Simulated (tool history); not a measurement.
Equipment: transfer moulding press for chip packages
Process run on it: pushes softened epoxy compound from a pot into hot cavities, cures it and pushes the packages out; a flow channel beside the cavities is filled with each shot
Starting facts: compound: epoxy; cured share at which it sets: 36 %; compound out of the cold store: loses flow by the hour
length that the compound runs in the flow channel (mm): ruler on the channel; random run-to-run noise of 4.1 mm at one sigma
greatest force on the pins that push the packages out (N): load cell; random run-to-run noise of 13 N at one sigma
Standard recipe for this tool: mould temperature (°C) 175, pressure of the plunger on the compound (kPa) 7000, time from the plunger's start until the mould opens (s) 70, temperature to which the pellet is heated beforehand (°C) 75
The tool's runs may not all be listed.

run	hour	mould temperature (°C)	pressure of the plunger on the compound (kPa)	time from the plunger's start until the mould opens (s)	temperature to which the pellet is heated beforehand (°C)	incoming compound's hours out of the cold store	length that the compound runs in the flow channel (mm)	greatest force on the pins that push the packages out (N)
1	0.0	175	7000	70	75	26.8	770	880
# hour 16.9: cavities cleaned with cleaning compound and waxed
2	50.9	175	7000	70	75	27.4	763	995
# hour 97.8: cavities cleaned with cleaning compound and waxed
3	100.3	175	7000	70	75	11.6	821	711
4	161.8	175	7000	70	75	45.8	687	835
# hour 181.6: cavities cleaned with cleaning compound and waxed
5	211.2	175	7000	70	75	26.8	745	830
6	239.3	175	7000	70	75	33.7	715	826
# hour 264.0: cavities cleaned with cleaning compound and waxed
7	283.2	175	7000	70	75	43.0	680	728
# hour 291.5: plunger's sealing rings changed
# hour 297.7: cavities cleaned with cleaning compound and waxed, once more
8	354.2	175	7000	70	75	47.0	686	831
# hour 378.3: cavities cleaned with cleaning compound and waxed
9	415.3	175	7000	59	75	25.9	757	1349
10	443.6	175	7000	59	75	42.9	697	1347
# hour 458.9: cavities cleaned with cleaning compound and waxed
11	473.0	175	7000	59	75	15.1	796	1248
12	500.7	175	7000	104	75	35.7	703	500
# hour 542.6: cavities cleaned with cleaning compound and waxed
13	551.6	175	7000	104	75	39.8	687	413
# hour 586.4: plunger's sealing rings changed
14	609.7	175	7000	104	75	28.3	756	539

Expected results for the next run?
# hour 628.7: cavities cleaned with cleaning compound and waxed
15	654.5	175	7000	70	81	37.3	?	?

{"run 15": {"length that the compound runs in the flow channel (mm)": 722, "greatest force on the pins that push the packages out (N)": 752}}
The same run, on a tool lacking any hidden state, would have yielded length that the compound runs in the flow channel (mm) 732, greatest force on the pins that push the packages out (N) 583.

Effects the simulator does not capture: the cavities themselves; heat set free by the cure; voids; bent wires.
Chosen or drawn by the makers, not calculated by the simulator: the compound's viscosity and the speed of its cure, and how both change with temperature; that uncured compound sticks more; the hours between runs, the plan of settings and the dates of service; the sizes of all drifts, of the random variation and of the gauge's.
